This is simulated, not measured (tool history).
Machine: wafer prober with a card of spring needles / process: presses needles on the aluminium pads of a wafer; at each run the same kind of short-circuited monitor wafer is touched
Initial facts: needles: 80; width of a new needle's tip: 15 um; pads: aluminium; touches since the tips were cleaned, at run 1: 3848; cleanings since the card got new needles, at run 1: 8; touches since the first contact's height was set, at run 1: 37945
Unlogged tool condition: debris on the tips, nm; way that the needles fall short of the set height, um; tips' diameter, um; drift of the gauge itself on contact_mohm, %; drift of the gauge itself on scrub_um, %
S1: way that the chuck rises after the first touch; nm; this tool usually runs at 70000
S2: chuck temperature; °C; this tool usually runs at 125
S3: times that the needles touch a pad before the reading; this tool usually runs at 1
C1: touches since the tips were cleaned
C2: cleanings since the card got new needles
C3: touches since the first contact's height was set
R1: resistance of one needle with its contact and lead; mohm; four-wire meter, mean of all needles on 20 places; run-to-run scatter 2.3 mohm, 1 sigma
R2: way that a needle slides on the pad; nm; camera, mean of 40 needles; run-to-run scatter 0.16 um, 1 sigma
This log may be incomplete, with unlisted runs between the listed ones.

run	hour	S1	S2	S3	C1	C2	C3	R1	R2
1	0.0	70000	125	1	3848	8	37945	326	15740
# hour 1.5: tips cleaned on abrasive film
2	13.1	70000	125	1	3583	9	41974	319	15740
# hour 15.4: tips cleaned on abrasive film
3	21.9	70000	125	1	2018	10	44668	306	15900
4	27.7	70000	125	1	3803	10	46453	322	15800
# hour 29.6: tips cleaned on abrasive film
5	35.4	70000	125	1	1770	11	48787	301	15940
# hour 44.2: tips cleaned on abrasive film
6	45.0	70000	123	1	235	12	51729	275	15800
7	56.1	70000	123	1	3682	12	55176	320	16120
# hour 58.1: tips cleaned on abrasive film
8	61.8	70000	125	1	1121	13	56886	298	15950
# hour 72.5: tips cleaned on abrasive film
9	73.4	76000	88	1	272	14	60449	264	17340
10	78.9	65000	70	2	1988	14	62165	285	14510
# hour 86.7: tips cleaned on abrasive film
11	88.6	57000	52	1	576	15	65106	284	12760
# hour 101.2: tips cleaned on abrasive film
12	102.2	75000	55	1	313	16	69288	261	16840
13	108.7	67000	82	1	2341	16	71316	315	14870
# hour 115.3: tips cleaned on abrasive film
14	117.2	67000	82	1	561	17	73883	285	14890
15	125.4	67000	82	1	3102	17	76424	321	14820
# hour 129.2: tips cleaned on abrasive film
16	132.8	51000	117	2	1116	18	78691	305	11160

Below are 4 alternative next runs, each starting from the tool's condition after run 16. Predict each:
A	139.0	51000	117	2	3024	18	80599	?	?
B	139.0	54000	117	2	3024	18	80599	?	?
C	139.0	87000	92	2	3024	18	80599	?	?
D	139.0	72000	117	2	3024	18	80599	?	?

run	R1	R2
A	332	10970
B	320	11930
C	276	19620
D	292	15890
With no hidden state in the tool, these same runs would have given:
run	R1	R2
A	269	11460
B	264	12420
C	250	20110
D	258	16370
